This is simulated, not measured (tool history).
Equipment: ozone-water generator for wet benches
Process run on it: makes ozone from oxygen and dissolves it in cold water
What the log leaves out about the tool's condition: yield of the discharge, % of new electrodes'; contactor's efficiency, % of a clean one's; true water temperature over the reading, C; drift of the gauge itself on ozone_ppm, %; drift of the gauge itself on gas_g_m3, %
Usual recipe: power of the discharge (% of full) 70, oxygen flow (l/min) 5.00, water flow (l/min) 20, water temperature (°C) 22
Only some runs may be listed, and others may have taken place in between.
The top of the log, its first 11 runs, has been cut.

run	hour	power of the discharge (% of full)	oxygen flow (l/min)	water flow (l/min)	water temperature (°C)	hours of work since the electrodes were changed	hours of work since the contactor was cleaned	hours of work since the thermometer was calibrated	dissolved ozone (ppm)	ozone in the gas ahead of the water (g/m3)
12	544.6	70	5.00	20	22	1022	3848	3802	16.7	190.9
13	583.4	70	5.00	20	22	1050	3877	3831	16.8	190.9
14	641.2	70	5.00	20	22	1093	3920	3874	16.4	189.1
15	676.3	70	5.00	20	22	1119	3946	3900	16.7	188.5
16	708.7	70	5.00	20	22	1143	3969	3923	16.6	187.6
17	743.7	70	5.00	20	22	1169	3995	3949	16.6	190.5
18	794.6	70	4.13	31	14	1206	4033	3987	11.7	210.3
19	856.5	86	4.13	31	23	1252	4078	4032	13.0	246.4
20	892.0	86	4.13	31	23	1278	4104	4058	12.8	247.5
21	950.6	86	4.13	31	23	1321	4148	4102	12.8	247.8
22	984.0	81	5.44	13	21	1346	4172	4126	26.1	203.2
23	1026.5	70	5.00	12	22	1377	4204	4158	23.8	187.3
24	1062.8	70	5.58	31	14	1404	4230	4184	12.4	177.5

Expected results for the next run?
25	1129.3	70	5.58	31	14	1453	4279	4233	?	?

dissolved ozone (ppm): 12.4
ozone in the gas ahead of the water (g/m3): 176.5
Minus the tool's unlogged condition, the same run would have read dissolved ozone (ppm) 14.3, ozone in the gas ahead of the water (g/m3) 188.9.
